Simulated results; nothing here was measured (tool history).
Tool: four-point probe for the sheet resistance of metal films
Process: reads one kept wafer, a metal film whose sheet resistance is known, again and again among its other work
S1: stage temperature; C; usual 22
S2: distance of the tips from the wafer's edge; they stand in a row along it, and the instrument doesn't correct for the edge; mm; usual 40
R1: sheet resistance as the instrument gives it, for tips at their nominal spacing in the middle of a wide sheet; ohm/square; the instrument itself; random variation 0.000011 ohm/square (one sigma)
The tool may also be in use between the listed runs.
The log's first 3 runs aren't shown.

run     day  S1  S2        R1
  4   4.921  22  22  0.053159
  5   7.133  25  40  0.052966
  6   8.333  19  40   0.05333
  7  10.562  19  40  0.053333
  8  12.192  27  40  0.052873
  9  13.304  18  40  0.053409
 10  15.246  18  40  0.053414
 11  16.804  18  40  0.053421
 12  18.808  18  40  0.053427
 13  21.142  18  40   0.05344
 14  23.296  18  40  0.053445
 15  25.375  18  40  0.053459
 16  26.767  22  15  0.053336
 17  29.046  22  15  0.053342
 18  31.292  23  40    0.0532
 19  33.483  22  40   0.05327
 20  35.725  22  40  0.053276
 21  36.904  34  54  0.052574
 22  38.404  34  54  0.052593
 23  39.604  19  33  0.053485

Run 24 comes next. What will it give?
 24  40.875  18  70   ?

Run 24 gave R1 0.05352 ohm/square.
Without the tool's hidden state the same run would have given R1 0.053301 ohm/square.

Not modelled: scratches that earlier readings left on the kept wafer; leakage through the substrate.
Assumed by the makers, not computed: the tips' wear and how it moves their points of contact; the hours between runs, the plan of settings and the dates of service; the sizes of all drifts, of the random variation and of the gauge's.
